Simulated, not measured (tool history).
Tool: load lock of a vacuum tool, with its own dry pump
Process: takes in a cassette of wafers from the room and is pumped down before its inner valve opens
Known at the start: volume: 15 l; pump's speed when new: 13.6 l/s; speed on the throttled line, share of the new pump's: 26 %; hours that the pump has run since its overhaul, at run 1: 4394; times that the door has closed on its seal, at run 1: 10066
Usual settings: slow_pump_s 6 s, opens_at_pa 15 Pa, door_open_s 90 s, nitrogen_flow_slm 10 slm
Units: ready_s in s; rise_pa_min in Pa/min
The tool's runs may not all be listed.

run	hour	slow_pump_s	opens_at_pa	door_open_s	nitrogen_flow_slm	hours that the pump has run since its overhaul	times that the door has closed on its seal	incoming humidity of the room's air, %	ready_s	rise_pa_min
1	0	6	15	90	10	4394	10066	44.8	14.3	0.101
2	487.7	6	15	90	10	4881	11792	46.6	14	0.108
3	796.9	6	15	90	9	5191	12886	43.7	14.3	0.102
4	1365.5	6	15	90	9	5759	14898	45.7	14.4	0.113
5	1690.3	6	15	90	10	6084	16048	44.1	14.2	0.103
6	1997	6	15	90	10	6391	17133	47	14.1	0.109
7	2440.9	6	15	90	10	6835	18704	45.4	14.1	0.104
8	2809	6	15	90	19	7203	20007	44.6	14.1	0.081
9	3283.9	6	15	90	19	7678	21688	45.6	14.1	0.084
10	3626.5	6	15	90	19	8020	22900	47.4	14.4	0.088
11	3972.9	6	15	90	19	8367	24126	41.8	14.1	0.082
12	4405.3	12	15	90	10	8799	25656	44.7	18.4	0.102
13	4964.3	12	22	90	10	9358	27634	42.4	18.4	0.101
14	5376.3	6	15	90	10	9770	29092	45.4	14.3	0.114
15	5830.8	6	15	90	10	10224	30701	43.1	14	0.099
16	6256.7	4	27	48	9	10650	32208	46.1	12.1	0.088
17	6822.3	6	27	45	9	11216	34210	44.9	13.7	0.082
18	7279.2	6	27	45	9	11673	35826	43.5	13.8	0.077
19	7778.9	6	15	237	10	12173	37595	46.1	14.2	0.164
20	8113.6	3	15	90	5	12507	38779	43.4	12.1	0.119
21	8404	5	15	90	28	12798	39807	46.3	13.7	0.072
22	8827.3	3	16	76	33	13221	41305	50	11.9	0.072
23	9278.4	3	16	76	33	13672	42901	48.7	11.6	0.075
24	9623.3	3	16	76	33	14017	44122	43.2	11.8	0.065
25	10058.6	7	18	90	10	14452	45662	43.2	14.5	0.102
26	10511.6	6	15	90	17	14905	47266	48.9	14.3	0.1
# hour 10618.2: dry pump taken out, an overhauled one fitted
27	10818.7	6	15	90	17	201	48331	40.9	14.2	0.081
# hour 10899.8: door's seal changed, seat wiped
28	11284	6	24	90	10	664	1359	47.7	13.7	0.108
29	11831.4	6	11	84	8	1212	3297	45.7	14.4	0.107

Forecast each of these 5 alternatives for the next run:
A	12109.9	6	26	84	17	1490	4282	41.8	?	?
B	12109.9	6	24	196	6	1490	4282	44.4	?	?
C	12109.9	6	10	84	40	1490	4282	47.7	?	?
D	12109.9	7	15	49	13	1490	4282	44.7	?	?
E	12109.9	4	11	84	8	1490	4282	46.1	?	?

run	ready_s	rise_pa_min
A	13.5	0.085
B	13.7	0.157
C	14.7	0.062
D	14.8	0.079
E	13.3	0.109
Without the tool's hidden state the same runs would have given:
run	ready_s	rise_pa_min
A	13.5	0.085
B	13.7	0.157
C	14.7	0.062
D	14.8	0.079
E	13.3	0.109
